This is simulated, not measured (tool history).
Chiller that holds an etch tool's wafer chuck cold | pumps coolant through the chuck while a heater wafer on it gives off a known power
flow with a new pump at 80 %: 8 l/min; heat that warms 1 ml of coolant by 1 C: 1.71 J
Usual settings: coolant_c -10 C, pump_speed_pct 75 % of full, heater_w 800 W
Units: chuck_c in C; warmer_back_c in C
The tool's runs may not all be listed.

run 1 hour=0 | coolant_c=-10 pump_speed_pct=75 heater_w=800 | chuck_c=-3.1 warmer_back_c=3.81
run 2 hour=76.7 | coolant_c=-10 pump_speed_pct=75 heater_w=800 | chuck_c=-2.9 warmer_back_c=3.81
run 3 hour=152.2 | coolant_c=-10 pump_speed_pct=75 heater_w=800 | chuck_c=-2.9 warmer_back_c=3.8
run 4 hour=227 | coolant_c=-10 pump_speed_pct=75 heater_w=771 | chuck_c=-3.3 warmer_back_c=3.66
run 5 hour=305.8 | coolant_c=-13 pump_speed_pct=75 heater_w=771 | chuck_c=-6.2 warmer_back_c=3.65
run 6 hour=361.1 | coolant_c=-13 pump_speed_pct=75 heater_w=771 | chuck_c=-6.2 warmer_back_c=3.64
run 7 hour=411.1 | coolant_c=-10 pump_speed_pct=75 heater_w=800 | chuck_c=-2.8 warmer_back_c=3.8
run 8 hour=482.4 | coolant_c=-10 pump_speed_pct=66 heater_w=800 | chuck_c=-2 warmer_back_c=4.3
run 9 hour=534.7 | coolant_c=-10 pump_speed_pct=61 heater_w=838 | chuck_c=-1.2 warmer_back_c=4.83
run 10 hour=630.9 | coolant_c=-11 pump_speed_pct=61 heater_w=435 | chuck_c=-6.4 warmer_back_c=2.54
run 11 hour=719.2 | coolant_c=-10 pump_speed_pct=75 heater_w=637 | chuck_c=-4.3 warmer_back_c=3.05
run 12 hour=798.6 | coolant_c=-15 pump_speed_pct=86 heater_w=800 | chuck_c=-8.5 warmer_back_c=3.36
run 13 hour=846.7 | coolant_c=-15 pump_speed_pct=86 heater_w=800 | chuck_c=-8.7 warmer_back_c=3.36
run 14 hour=932 | coolant_c=-10 pump_speed_pct=75 heater_w=879 | chuck_c=-2.1 warmer_back_c=4.17
run 15 hour=1025.3 | coolant_c=-10 pump_speed_pct=75 heater_w=879 | chuck_c=-1.9 warmer_back_c=4.2

Forecast each of these 5 alternatives for the next run:
run A hour=1127.9 | coolant_c=-6 pump_speed_pct=80 heater_w=800 | chuck_c=? warmer_back_c=?
run B hour=1127.9 | coolant_c=-1 pump_speed_pct=100 heater_w=800 | chuck_c=? warmer_back_c=?
run C hour=1127.9 | coolant_c=-10 pump_speed_pct=76 heater_w=800 | chuck_c=? warmer_back_c=?
run D hour=1127.9 | coolant_c=-9 pump_speed_pct=69 heater_w=879 | chuck_c=? warmer_back_c=?
run E hour=1127.9 | coolant_c=-17 pump_speed_pct=75 heater_w=947 | chuck_c=? warmer_back_c=?

run=A chuck_c=0.9 warmer_back_c=3.58
run=B chuck_c=5 warmer_back_c=2.86
run=C chuck_c=-2.9 warmer_back_c=3.76
run=D chuck_c=-0.4 warmer_back_c=4.55
run=E chuck_c=-8.3 warmer_back_c=4.54
Without the tool's hidden state the same runs would have given:
run=A chuck_c=0.3 warmer_back_c=3.5
run=B chuck_c=4.5 warmer_back_c=2.79
run=C chuck_c=-3.5 warmer_back_c=3.67
run=D chuck_c=-1.1 warmer_back_c=4.44
run=E chuck_c=-9 warmer_back_c=4.44
